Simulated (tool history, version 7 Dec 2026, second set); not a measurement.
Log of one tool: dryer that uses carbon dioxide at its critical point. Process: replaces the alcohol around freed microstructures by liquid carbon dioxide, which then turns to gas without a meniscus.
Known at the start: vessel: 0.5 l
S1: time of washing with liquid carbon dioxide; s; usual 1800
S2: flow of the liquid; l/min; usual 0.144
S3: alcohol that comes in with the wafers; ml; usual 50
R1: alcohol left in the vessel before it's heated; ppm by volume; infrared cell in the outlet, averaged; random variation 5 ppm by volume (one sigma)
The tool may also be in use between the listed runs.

Run 1, hour 0.0: usual settings. Result: R1 59 ppm by volume.
Run 2, hour 20.4: usual settings. Result: R1 69 ppm by volume.
Run 3, hour 52.8: usual settings but S1 1920 s. Result: R1 50 ppm by volume.
Run 4, hour 86.6: usual settings but S1 1920 s. Result: R1 59 ppm by volume.
Run 5, hour 118.7: usual settings but S1 1920 s. Result: R1 58 ppm by volume.
At hour 146.9: inlet filter changed.
Run 6, hour 146.9: usual settings but S1 1920 s. Result: R1 38 ppm by volume.
Run 7, hour 172.0: usual settings but S2 0.178 l/min. Result: R1 41 ppm by volume.
Run 8, hour 196.9: usual settings but S2 0.178 l/min. Result: R1 39 ppm by volume.
Run 9, hour 218.6: usual settings but S2 0.178 l/min. Result: R1 43 ppm by volume.
Run 10, hour 245.8: usual settings but S2 0.178 l/min. Result: R1 38 ppm by volume.
Run 11, hour 272.6: usual settings but S1 2340 s, S2 0.221 l/min, S3 52 ml. Result: R1 41 ppm by volume.
Run 12, hour 299.7: usual settings but S1 2340 s, S2 0.235 l/min, S3 81 ml. Result: R1 45 ppm by volume.
Run 13, hour 325.4: usual settings but S1 2340 s, S2 0.235 l/min, S3 23 ml. Result: R1 34 ppm by volume.
Run 14, hour 349.3: usual settings but S1 2340 s, S2 0.235 l/min, S3 23 ml. Result: R1 54 ppm by volume.

Forecast each of these 3 alternatives for the next run:
Run A, hour 374.3: usual settings but S1 1740 s, S2 0.235 l/min, S3 21 ml. Result: R1 ?.
Run B, hour 374.3: usual settings but S1 1440 s, S2 0.091 l/min, S3 25 ml. Result: R1 ?.
Run C, hour 374.3: usual settings but S1 2760 s, S2 0.235 l/min, S3 23 ml. Result: R1 ?.

run    R1
  A    32
  B  1009
  C    38
Without the tool's hidden state the same runs would have given:
run   R1
  A    0
  B  767
  C    4
